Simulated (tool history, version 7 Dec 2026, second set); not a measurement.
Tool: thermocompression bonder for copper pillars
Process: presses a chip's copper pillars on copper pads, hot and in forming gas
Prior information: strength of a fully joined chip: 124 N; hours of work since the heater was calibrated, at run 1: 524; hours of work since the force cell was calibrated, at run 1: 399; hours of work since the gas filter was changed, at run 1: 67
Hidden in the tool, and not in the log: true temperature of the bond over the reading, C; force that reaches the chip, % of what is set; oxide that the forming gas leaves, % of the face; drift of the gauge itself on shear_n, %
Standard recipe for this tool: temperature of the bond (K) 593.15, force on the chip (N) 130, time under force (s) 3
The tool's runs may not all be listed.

run   hour  temperature of the bond (K)  force on the chip (N)  time under force (s)  hours of work since the heater was calibrated  hours of work since the force cell was calibrated  hours of work since the gas filter was changed  force that shears a chip off (N)
  1    0.0                       593.15                    130                     3                                            524                                                399                                              67                              41.9
  2   71.0                       593.15                    130                     3                                            575                                                450                                             118                              40.2
  3  104.8                       593.15                    130                     3                                            599                                                474                                             142                              38.8
     142.7  -- forming gas filter changed
  4  166.2                       593.15                    162                     3                                            642                                                518                                              17                              51.9
  5  207.6                       593.15                    162                     3                                            672                                                547                                              46                              50.6
  6  264.5                       593.15                    162                     3                                            713                                                588                                              87                              48.8
     317.3  -- heater calibrated with a thermocouple chip
  7  331.3                       612.15                    130                     3                                             10                                                634                                             133                              57.4
  8  362.8                       612.15                    130                     3                                             32                                                657                                             156                              56.0
     378.8  -- forming gas filter changed
  9  418.5                       588.15                    130                     3                                             72                                                696                                              28                              44.8
 10  455.9                       588.15                    130                     3                                             99                                                723                                              55                              43.6
 11  519.7                       593.15                    130                     2                                            144                                                768                                             101                              38.6
 12  573.5                       607.15                    130                     2                                            183                                                807                                             139                              45.4
 13  605.3                       607.15                    130                     2                                            205                                                830                                             162                              44.4
     613.6  -- forming gas filter changed
 14  652.7                       593.15                    161                     3                                            239                                                863                                              28                              57.0
 15  702.7                       593.15                    161                     3                                            275                                                899                                              64                              55.2
 16  759.7                       593.15                    161                     3                                            315                                                940                                             104                              53.4
 17  824.1                       593.15                    130                     3                                            361                                                985                                             150                              43.0
     847.3  -- forming gas filter changed
 18  885.1                       593.15                    130                     3                                            405                                               1029                                              27                              46.2
 19  957.0                       593.15                    101                     3                                            456                                               1080                                              78                              35.0
 20  993.5                       593.15                    130                     9                                            482                                               1106                                             104                              65.2

What does the tool deliver on the next run?
 21  1032.5                       593.15                    130                     9                                            510                                               1134                                             132                                 ?

For run 21 the tool returned force that shears a chip off (N) 61.8.
If the tool had no hidden condition, the same run with the same run-to-run variation would have returned force that shears a chip off (N) 68.8.
